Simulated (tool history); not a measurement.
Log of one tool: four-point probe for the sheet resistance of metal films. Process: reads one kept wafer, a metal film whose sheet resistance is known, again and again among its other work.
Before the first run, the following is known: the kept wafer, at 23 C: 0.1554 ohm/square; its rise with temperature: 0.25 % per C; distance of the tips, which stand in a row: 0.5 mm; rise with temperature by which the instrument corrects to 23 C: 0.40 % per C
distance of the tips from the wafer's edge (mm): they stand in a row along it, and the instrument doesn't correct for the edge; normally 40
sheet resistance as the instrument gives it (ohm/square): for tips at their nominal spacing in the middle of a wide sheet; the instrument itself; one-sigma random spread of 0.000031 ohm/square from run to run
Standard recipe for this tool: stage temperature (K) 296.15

run	hour	stage temperature (K)	distance of the tips from the wafer's edge (mm)	sheet resistance as the instrument gives it (ohm/square)
1	0.0	296.15	40	0.155923
2	45.9	296.15	40	0.155880
3	103.8	296.15	40	0.155875
4	137.3	296.15	40	0.155917
5	176.0	296.15	40	0.155922
6	220.3	296.15	40	0.155938
7	260.5	298.15	40	0.155509
8	312.8	298.15	9	0.155728
9	345.7	292.15	40	0.156926
# hour 349.9: stage's thermometer calibrated
10	370.8	292.15	40	0.156830
11	410.0	292.15	17	0.156876
12	436.3	299.15	5	0.156180
13	478.0	301.15	7	0.155238
14	522.6	292.15	28	0.156887
15	546.6	292.15	28	0.156905
16	597.4	303.15	3	0.156711
# hour 614.4: stage's thermometer calibrated, once more
17	651.6	303.15	3	0.156664
18	678.9	299.15	4	0.156554

What if the next run were any one of these 5? Each begins from the tool's condition after run 18:
A	707.9	296.15	8	?
B	707.9	298.15	4	?
C	707.9	305.15	41	?
D	707.9	300.15	57	?
E	707.9	296.15	11	?

run	sheet resistance as the instrument gives it (ohm/square)
A	0.156261
B	0.156859
C	0.153920
D	0.155019
E	0.156136
The same runs, with their run-to-run variation unchanged, on a tool lacking any hidden condition would have given:
run	sheet resistance as the instrument gives it (ohm/square)
A	0.155717
B	0.156313
C	0.153384
D	0.154479
E	0.155592
